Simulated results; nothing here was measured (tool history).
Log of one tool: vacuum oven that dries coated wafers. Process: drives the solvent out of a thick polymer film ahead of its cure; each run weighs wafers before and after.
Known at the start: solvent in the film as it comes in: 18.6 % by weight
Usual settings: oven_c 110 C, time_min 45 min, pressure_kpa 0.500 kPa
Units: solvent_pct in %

Run 1, hour 0.0: usual settings. Result: solvent_pct 3.81 %.
At hour 77.8: oven's thermocouples calibrated.
Run 2, hour 99.9: usual settings. Result: solvent_pct 3.91 %.
Run 3, hour 187.5: usual settings but pressure_kpa 0.328 kPa. Result: solvent_pct 3.67 %.
Run 4, hour 239.8: usual settings but pressure_kpa 0.328 kPa. Result: solvent_pct 3.71 %.
Run 5, hour 283.9: usual settings but pressure_kpa 1.442 kPa. Result: solvent_pct 4.96 %.
Run 6, hour 332.2: usual settings but pressure_kpa 1.442 kPa. Result: solvent_pct 4.88 %.
Run 7, hour 412.2: usual settings but oven_c 119 C, pressure_kpa 1.442 kPa. Result: solvent_pct 2.62 %.
Run 8, hour 479.2: usual settings but pressure_kpa 0.468 kPa. Result: solvent_pct 3.86 %.
Run 9, hour 530.5: usual settings but pressure_kpa 0.296 kPa. Result: solvent_pct 3.66 %.
Run 10, hour 600.2: usual settings but oven_c 95 C. Result: solvent_pct 8.61 %.
Run 11, hour 688.8: usual settings but oven_c 95 C. Result: solvent_pct 8.29 %.
Run 12, hour 732.0: usual settings but oven_c 95 C. Result: solvent_pct 8.48 %.
Run 13, hour 824.7: usual settings but oven_c 95 C. Result: solvent_pct 8.43 %.
Run 14, hour 912.5: usual settings but oven_c 95 C. Result: solvent_pct 8.49 %.
Run 15, hour 958.5: usual settings but oven_c 95 C. Result: solvent_pct 8.47 %.
Run 16, hour 1057.8: usual settings but oven_c 95 C. Result: solvent_pct 8.42 %.
Run 17, hour 1128.0: usual settings but oven_c 95 C. Result: solvent_pct 8.52 %.
Run 18, hour 1212.6: usual settings but pressure_kpa 0.777 kPa. Result: solvent_pct 4.17 %.
Run 19, hour 1304.8: usual settings. Result: solvent_pct 3.94 %.
Run 20, hour 1385.5: usual settings but oven_c 114 C. Result: solvent_pct 2.81 %.
At hour 1419.1: oven's thermocouples calibrated.
Run 21, hour 1469.2: usual settings but oven_c 112 C, time_min 56 min, pressure_kpa 1.161 kPa. Result: solvent_pct 3.16 %.
Run 22, hour 1533.3: usual settings but oven_c 112 C, time_min 56 min, pressure_kpa 1.161 kPa. Result: solvent_pct 3.17 %.
Run 23, hour 1582.3: usual settings but oven_c 100 C, time_min 32 min, pressure_kpa 0.351 kPa. Result: solvent_pct 8.53 %.
Run 24, hour 1674.4: usual settings but oven_c 121 C, time_min 30 min, pressure_kpa 1.422 kPa. Result: solvent_pct 3.69 %.
Run 25, hour 1746.2: usual settings but oven_c 114 C, time_min 36 min. Result: solvent_pct 3.78 %.
Run 26, hour 1829.9: usual settings but oven_c 95 C, time_min 24 min. Result: solvent_pct 11.17 %.
Run 27, hour 1908.5: usual settings but oven_c 121 C, pressure_kpa 0.443 kPa. Result: solvent_pct 1.44 %.
Run 28, hour 1984.5: usual settings but oven_c 102 C, time_min 26 min, pressure_kpa 0.858 kPa. Result: solvent_pct 9.51 %.
Run 29, hour 2065.3: usual settings but time_min 63 min. Result: solvent_pct 2.43 %.
Run 30, hour 2116.2: usual settings but oven_c 118 C, time_min 63 min. Result: solvent_pct 1.07 %.
At hour 2172.3: vacuum gauge cleaned of residue and calibrated.
Run 31, hour 2181.5: usual settings but oven_c 118 C, time_min 54 min, pressure_kpa 1.072 kPa. Result: solvent_pct 2.02 %.
Run 32, hour 2246.5: usual settings but oven_c 119 C, time_min 32 min, pressure_kpa 0.294 kPa. Result: solvent_pct 2.99 %.
Run 33, hour 2303.9: usual settings but oven_c 119 C, time_min 35 min, pressure_kpa 0.294 kPa. Result: solvent_pct 2.52 %.
Run 34, hour 2395.0: usual settings but pressure_kpa 1.480 kPa. Result: solvent_pct 4.87 %.
Run 35, hour 2441.8: usual settings but oven_c 115 C, pressure_kpa 1.480 kPa. Result: solvent_pct 3.57 %.
Run 36, hour 2504.8: usual settings but oven_c 119 C, pressure_kpa 0.861 kPa. Result: solvent_pct 2.13 %.
Run 37, hour 2580.7: usual settings but oven_c 119 C, pressure_kpa 0.861 kPa. Result: solvent_pct 2.16 %.
Run 38, hour 2651.7: usual settings but oven_c 119 C, pressure_kpa 0.861 kPa. Result: solvent_pct 2.07 %.
Run 39, hour 2747.1: usual settings but time_min 27 min, pressure_kpa 0.641 kPa. Result: solvent_pct 6.71 %.

3 ways to go on from here, each from the tool as it stands after run 39. What would each give?
At hour 2762.8: oven's thermocouples calibrated.
Run A, hour 2800.2: usual settings but pressure_kpa 0.313 kPa. Result: solvent_pct ?.
At hour 2762.8: oven's thermocouples calibrated.
Run B, hour 2800.2: usual settings but oven_c 116 C. Result: solvent_pct ?.
At hour 2762.8: oven's thermocouples calibrated.
Run C, hour 2800.2: usual settings but oven_c 101 C, time_min 27 min, pressure_kpa 0.641 kPa. Result: solvent_pct ?.

run  solvent_pct
  A         3.66
  B         2.38
  C         9.32
Without the tool's hidden state the same runs would have given:
run  solvent_pct
  A         3.65
  B         2.37
  C         9.31
